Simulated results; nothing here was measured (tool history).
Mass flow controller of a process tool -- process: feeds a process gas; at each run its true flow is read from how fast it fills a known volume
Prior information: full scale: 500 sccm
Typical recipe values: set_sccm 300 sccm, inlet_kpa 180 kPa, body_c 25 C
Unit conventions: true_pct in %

run 1 hour=0.0 | set_sccm=300 inlet_kpa=180 body_c=25 | true_pct=99.07
run 2 hour=65.6 | set_sccm=300 inlet_kpa=180 body_c=35 | true_pct=100.01
run 3 hour=168.0 | set_sccm=300 inlet_kpa=180 body_c=35 | true_pct=100.03
run 4 hour=256.4 | set_sccm=300 inlet_kpa=180 body_c=26 | true_pct=99.19
run 5 hour=321.7 | set_sccm=300 inlet_kpa=180 body_c=26 | true_pct=99.21
run 6 hour=416.1 | set_sccm=300 inlet_kpa=180 body_c=26 | true_pct=99.21
run 7 hour=485.3 | set_sccm=300 inlet_kpa=227 body_c=25 | true_pct=99.52
run 8 hour=566.0 | set_sccm=300 inlet_kpa=227 body_c=25 | true_pct=99.50
run 9 hour=635.4 | set_sccm=300 inlet_kpa=200 body_c=25 | true_pct=99.30
run 10 hour=747.4 | set_sccm=300 inlet_kpa=200 body_c=27 | true_pct=99.60
run 11 hour=863.5 | set_sccm=399 inlet_kpa=180 body_c=25 | true_pct=99.64
run 12 hour=937.3 | set_sccm=399 inlet_kpa=200 body_c=21 | true_pct=99.32
run 13 hour=1027.1 | set_sccm=214 inlet_kpa=201 body_c=32 | true_pct=99.69
run 14 hour=1124.1 | set_sccm=58 inlet_kpa=196 body_c=25 | true_pct=98.33
run 15 hour=1216.8 | set_sccm=58 inlet_kpa=196 body_c=25 | true_pct=98.49

Below are 4 alternative next runs, each starting from the tool's condition after run 15. Predict each:
run A hour=1284.7 | set_sccm=247 inlet_kpa=229 body_c=25 | true_pct=?
run B hour=1284.7 | set_sccm=96 inlet_kpa=171 body_c=30 | true_pct=?
run C hour=1284.7 | set_sccm=149 inlet_kpa=159 body_c=27 | true_pct=?
run D hour=1284.7 | set_sccm=402 inlet_kpa=196 body_c=30 | true_pct=?

run=A true_pct=99.40
run=B true_pct=98.91
run=C true_pct=98.70
run=D true_pct=100.48
Without the tool's hidden state the same runs would have given:
run=A true_pct=99.07
run=B true_pct=98.59
run=C true_pct=98.37
run=D true_pct=100.14
